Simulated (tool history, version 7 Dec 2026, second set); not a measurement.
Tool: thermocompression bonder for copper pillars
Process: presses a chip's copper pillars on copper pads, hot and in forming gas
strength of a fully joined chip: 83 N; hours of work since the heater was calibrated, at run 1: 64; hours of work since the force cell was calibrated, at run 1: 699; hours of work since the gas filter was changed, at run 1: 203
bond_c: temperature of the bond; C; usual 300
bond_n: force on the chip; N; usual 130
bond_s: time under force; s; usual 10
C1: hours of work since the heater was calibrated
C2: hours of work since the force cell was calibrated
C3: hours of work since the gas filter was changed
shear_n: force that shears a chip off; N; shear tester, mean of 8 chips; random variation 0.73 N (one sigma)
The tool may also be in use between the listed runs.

{"run": 1, "hour": 0.0, "bond_c": 300, "bond_n": 130, "bond_s": 10, "C1": 64, "C2": 699, "C3": 203, "shear_n": 47.8}
{"run": 2, "hour": 34.2, "bond_c": 300, "bond_n": 130, "bond_s": 10, "C1": 79, "C2": 714, "C3": 218, "shear_n": 49.3}
{"run": 3, "hour": 63.3, "bond_c": 300, "bond_n": 85, "bond_s": 10, "C1": 91, "C2": 727, "C3": 231, "shear_n": 36.9}
{"run": 4, "hour": 101.8, "bond_c": 300, "bond_n": 85, "bond_s": 10, "C1": 108, "C2": 743, "C3": 248, "shear_n": 37.7}
{"run": 5, "hour": 124.4, "bond_c": 300, "bond_n": 85, "bond_s": 10, "C1": 118, "C2": 753, "C3": 257, "shear_n": 36.9}
{"run": 6, "hour": 160.9, "bond_c": 300, "bond_n": 85, "bond_s": 10, "C1": 134, "C2": 769, "C3": 273, "shear_n": 37.4}
{"run": 7, "hour": 199.1, "bond_c": 300, "bond_n": 85, "bond_s": 10, "C1": 150, "C2": 785, "C3": 290, "shear_n": 35.6}
{"run": 8, "hour": 238.8, "bond_c": 300, "bond_n": 85, "bond_s": 10, "C1": 167, "C2": 803, "C3": 307, "shear_n": 36.4}
{"run": 9, "hour": 278.5, "bond_c": 300, "bond_n": 85, "bond_s": 10, "C1": 185, "C2": 820, "C3": 324, "shear_n": 36.4}
{"run": 10, "hour": 302.3, "bond_c": 300, "bond_n": 85, "bond_s": 10, "C1": 195, "C2": 830, "C3": 335, "shear_n": 35.7}
{"run": 11, "hour": 337.9, "bond_c": 300, "bond_n": 85, "bond_s": 10, "C1": 210, "C2": 846, "C3": 350, "shear_n": 35.8}
{"run": 12, "hour": 364.3, "bond_c": 300, "bond_n": 85, "bond_s": 10, "C1": 222, "C2": 857, "C3": 362, "shear_n": 35.1}
{"run": 13, "hour": 392.7, "bond_c": 300, "bond_n": 130, "bond_s": 10, "C1": 234, "C2": 870, "C3": 374, "shear_n": 45.1}
{"hour": 401.0, "done": "forming gas filter changed"}
{"run": 14, "hour": 430.2, "bond_c": 297, "bond_n": 130, "bond_s": 10, "C1": 250, "C2": 886, "C3": 13, "shear_n": 48.6}
{"run": 15, "hour": 471.6, "bond_c": 300, "bond_n": 96, "bond_s": 10, "C1": 268, "C2": 903, "C3": 31, "shear_n": 42.7}
{"run": 16, "hour": 524.1, "bond_c": 300, "bond_n": 130, "bond_s": 10, "C1": 291, "C2": 926, "C3": 53, "shear_n": 48.2}
{"run": 17, "hour": 551.3, "bond_c": 300, "bond_n": 130, "bond_s": 10, "C1": 303, "C2": 938, "C3": 65, "shear_n": 48.8}
{"run": 18, "hour": 584.2, "bond_c": 300, "bond_n": 130, "bond_s": 10, "C1": 317, "C2": 952, "C3": 80, "shear_n": 47.2}
{"run": 19, "hour": 624.1, "bond_c": 300, "bond_n": 130, "bond_s": 10, "C1": 334, "C2": 970, "C3": 97, "shear_n": 47.1}
{"run": 20, "hour": 648.0, "bond_c": 300, "bond_n": 130, "bond_s": 10, "C1": 345, "C2": 980, "C3": 107, "shear_n": 46.9}
{"run": 21, "hour": 692.7, "bond_c": 300, "bond_n": 130, "bond_s": 10, "C1": 364, "C2": 999, "C3": 127, "shear_n": 47.1}
{"run": 22, "hour": 732.5, "bond_c": 300, "bond_n": 109, "bond_s": 8, "C1": 382, "C2": 1017, "C3": 144, "shear_n": 39.2}
{"run": 23, "hour": 773.4, "bond_c": 305, "bond_n": 162, "bond_s": 15, "C1": 399, "C2": 1034, "C3": 162, "shear_n": 59.8}
{"run": 24, "hour": 816.5, "bond_c": 286, "bond_n": 130, "bond_s": 27, "C1": 418, "C2": 1053, "C3": 180, "shear_n": 52.4}
{"run": 25, "hour": 865.6, "bond_c": 325, "bond_n": 110, "bond_s": 11, "C1": 439, "C2": 1074, "C3": 202, "shear_n": 52.7}
{"run": 26, "hour": 915.7, "bond_c": 296, "bond_n": 187, "bond_s": 12, "C1": 461, "C2": 1096, "C3": 223, "shear_n": 52.9}
{"run": 27, "hour": 952.3, "bond_c": 296, "bond_n": 187, "bond_s": 12, "C1": 477, "C2": 1112, "C3": 239, "shear_n": 53.5}
{"run": 28, "hour": 980.3, "bond_c": 296, "bond_n": 151, "bond_s": 12, "C1": 489, "C2": 1124, "C3": 251, "shear_n": 48.1}
{"run": 29, "hour": 1023.8, "bond_c": 296, "bond_n": 151, "bond_s": 12, "C1": 508, "C2": 1143, "C3": 270, "shear_n": 46.3}
{"run": 30, "hour": 1053.7, "bond_c": 296, "bond_n": 151, "bond_s": 12, "C1": 521, "C2": 1156, "C3": 283, "shear_n": 46.4}
{"run": 31, "hour": 1078.2, "bond_c": 296, "bond_n": 151, "bond_s": 12, "C1": 532, "C2": 1167, "C3": 294, "shear_n": 48.0}
{"run": 32, "hour": 1113.2, "bond_c": 282, "bond_n": 151, "bond_s": 12, "C1": 547, "C2": 1182, "C3": 309, "shear_n": 40.7}
{"run": 33, "hour": 1150.2, "bond_c": 314, "bond_n": 153, "bond_s": 21, "C1": 563, "C2": 1198, "C3": 325, "shear_n": 61.0}
{"run": 34, "hour": 1192.0, "bond_c": 314, "bond_n": 153, "bond_s": 11, "C1": 581, "C2": 1216, "C3": 343, "shear_n": 52.3}
{"hour": 1230.3, "done": "heater calibrated with a thermocouple chip"}
{"run": 35, "hour": 1240.0, "bond_c": 314, "bond_n": 153, "bond_s": 11, "C1": 4, "C2": 1236, "C3": 363, "shear_n": 57.1}
{"run": 36, "hour": 1266.2, "bond_c": 314, "bond_n": 134, "bond_s": 11, "C1": 16, "C2": 1247, "C3": 375, "shear_n": 52.0}
{"hour": 1274.2, "done": "forming gas filter changed"}
{"run": 37, "hour": 1317.9, "bond_c": 314, "bond_n": 134, "bond_s": 11, "C1": 38, "C2": 1270, "C3": 19, "shear_n": 58.5}
{"run": 38, "hour": 1348.9, "bond_c": 314, "bond_n": 134, "bond_s": 11, "C1": 51, "C2": 1283, "C3": 32, "shear_n": 58.2}

Forecast each of these 3 alternatives for the next run:
{"run": "A", "hour": 1372.0, "bond_c": 315, "bond_n": 121, "bond_s": 11, "C1": 61, "C2": 1293, "C3": 42, "shear_n": "?"}
{"run": "B", "hour": 1372.0, "bond_c": 297, "bond_n": 130, "bond_s": 10, "C1": 61, "C2": 1293, "C3": 42, "shear_n": "?"}
{"run": "C", "hour": 1372.0, "bond_c": 286, "bond_n": 103, "bond_s": 16, "C1": 61, "C2": 1293, "C3": 42, "shear_n": "?"}

run=A shear_n=57.5
run=B shear_n=49.8
run=C shear_n=46.3
Without the tool's hidden state the same runs would have given:
run=A shear_n=59.8
run=B shear_n=52.0
run=C shear_n=48.4
